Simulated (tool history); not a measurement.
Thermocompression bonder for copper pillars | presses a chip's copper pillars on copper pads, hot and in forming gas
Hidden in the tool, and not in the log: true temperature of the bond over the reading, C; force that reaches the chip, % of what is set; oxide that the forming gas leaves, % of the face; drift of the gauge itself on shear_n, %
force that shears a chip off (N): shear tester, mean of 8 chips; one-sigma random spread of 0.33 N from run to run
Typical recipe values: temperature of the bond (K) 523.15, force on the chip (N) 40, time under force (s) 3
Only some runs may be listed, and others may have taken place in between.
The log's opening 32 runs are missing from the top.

run   hour  temperature of the bond (K)  force on the chip (N)  time under force (s)  hours of work since the heater was calibrated  hours of work since the force cell was calibrated  hours of work since the gas filter was changed  force that shears a chip off (N)
 33  446.4                       550.15                     40                     3                                            655                                                321                                             104                              50.6
 34  465.5                       550.15                     40                     3                                            668                                                334                                             117                              51.0
 35  481.9                       550.15                     54                     3                                            680                                                345                                             129                              62.7
 36  500.2                       508.15                     25                     3                                            692                                                358                                             141                              19.0
     505.1  -- forming gas filter changed
 37  514.2                       528.15                     27                     4                                            702                                                367                                               6                              31.3
 38  523.6                       496.15                     45                     2                                            708                                                374                                              13                              24.8
 39  532.6                       496.15                     45                     2                                            714                                                380                                              19                              25.0
 40  552.5                       518.15                     27                     2                                            728                                                394                                              33                              20.4

3 options for the next run, each taken on its own from the tool as it stands now. Forecast them:
  A  561.6                       498.15                     59                     4                                            735                                                400                                              39                                 ?
  B  561.6                       552.15                     27                     4                                            735                                                400                                              39                                 ?
  C  561.6                       518.15                     49                     2                                            735                                                400                                              39                                 ?

run  force that shears a chip off (N)
  A                              44.7
  B                              41.6
  C                              37.4
Without the tool's unlogged condition, the same runs would have read:
run  force that shears a chip off (N)
  A                              44.9
  B                              41.7
  C                              37.6
